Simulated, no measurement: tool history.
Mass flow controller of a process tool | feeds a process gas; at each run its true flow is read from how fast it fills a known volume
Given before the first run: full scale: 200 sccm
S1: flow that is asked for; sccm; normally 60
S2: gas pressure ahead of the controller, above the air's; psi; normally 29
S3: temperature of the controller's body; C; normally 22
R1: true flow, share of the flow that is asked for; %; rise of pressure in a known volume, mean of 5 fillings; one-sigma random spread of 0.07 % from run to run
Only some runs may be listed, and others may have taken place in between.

run,hour,S1,S2,S3,R1
1,0,60,29,22,94.42
2,461.7,60,29,22,94.04
3,865.2,60,29,22,94
4,1238.8,60,29,22,93.78
5,1704,60,29,22,93.48
6,2143.2,60,29,22,93.37
7,2488.3,35,21.5,22,90.87
8,2984,35,21.5,22,90.45
9,3300.2,60,21.9,22,92.48
# hour 3416.6: controller exchanged for a calibrated one
10,3649.3,25,21.9,22,96.52
11,3914.3,38,23.2,34,96.93

5 ways to go on from here, each from the tool as it stands after run 11. What would each give?
A,4252.2,31,21.6,30,?
B,4252.2,151,22,22,?
C,4252.2,60,32.2,22,?
D,4252.2,20,32.3,29,?
E,4252.2,60,29,21,?

run,R1
A,96.33
B,98.3
C,97.33
D,96.44
E,97.28
With no hidden state in the tool, these same runs would have given:
run,R1
A,97.25
B,98.87
C,98.05
D,97.61
E,97.99
